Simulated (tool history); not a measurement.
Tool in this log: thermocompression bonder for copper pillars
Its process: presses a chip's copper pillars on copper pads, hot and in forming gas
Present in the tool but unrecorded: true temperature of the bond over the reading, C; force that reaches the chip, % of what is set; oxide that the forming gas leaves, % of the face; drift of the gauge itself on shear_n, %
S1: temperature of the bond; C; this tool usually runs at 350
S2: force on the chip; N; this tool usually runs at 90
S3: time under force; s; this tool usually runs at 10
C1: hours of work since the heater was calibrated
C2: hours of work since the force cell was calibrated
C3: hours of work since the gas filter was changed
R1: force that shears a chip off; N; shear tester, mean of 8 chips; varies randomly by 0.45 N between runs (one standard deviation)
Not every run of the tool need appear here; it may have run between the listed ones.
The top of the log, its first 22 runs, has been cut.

run 23 hour=391.8 | S1=350 S2=70 S3=11 | C1=576 C2=477 C3=140 | R1=51.6
run 24 hour=410.0 | S1=350 S2=70 S3=11 | C1=587 C2=488 C3=151 | R1=52.3
run 25 hour=421.1 | S1=350 S2=70 S3=11 | C1=594 C2=495 C3=158 | R1=51.3
-- hour=428.3 heater calibrated with a thermocouple chip
run 26 hour=444.0 | S1=333 S2=128 S3=25 | C1=9 C2=507 C3=170 | R1=81.9
run 27 hour=466.8 | S1=339 S2=72 S3=11 | C1=23 C2=521 C3=184 | R1=49.2
run 28 hour=483.3 | S1=339 S2=62 S3=7 | C1=33 C2=530 C3=193 | R1=36.4
run 29 hour=496.9 | S1=339 S2=62 S3=7 | C1=41 C2=539 C3=201 | R1=36.2
run 30 hour=515.0 | S1=350 S2=54 S3=23 | C1=52 C2=549 C3=212 | R1=54.2
run 31 hour=534.9 | S1=364 S2=90 S3=6 | C1=63 C2=561 C3=224 | R1=60.6
run 32 hour=554.6 | S1=364 S2=90 S3=6 | C1=75 C2=573 C3=236 | R1=60.4
run 33 hour=565.2 | S1=337 S2=118 S3=9 | C1=81 C2=579 C3=242 | R1=64.7
run 34 hour=577.1 | S1=337 S2=118 S3=9 | C1=88 C2=586 C3=249 | R1=64.8
run 35 hour=587.6 | S1=325 S2=60 S3=10 | C1=95 C2=592 C3=255 | R1=33.2
run 36 hour=609.3 | S1=350 S2=125 S3=6 | C1=108 C2=605 C3=268 | R1=67.1
-- hour=614.0 forming gas filter changed
run 37 hour=627.7 | S1=350 S2=135 S3=10 | C1=118 C2=616 C3=8 | R1=80.3
run 38 hour=646.6 | S1=322 S2=61 S3=6 | C1=129 C2=627 C3=19 | R1=27.7
run 39 hour=666.1 | S1=322 S2=61 S3=6 | C1=141 C2=639 C3=31 | R1=26.9

What does the tool deliver on the next run?
run 40 hour=685.7 | S1=339 S2=86 S3=10 | C1=153 C2=650 C3=43 | R1=?

R1: 56.1 N
The same run, on a tool lacking any hidden state, would have yielded R1 59.8 N.
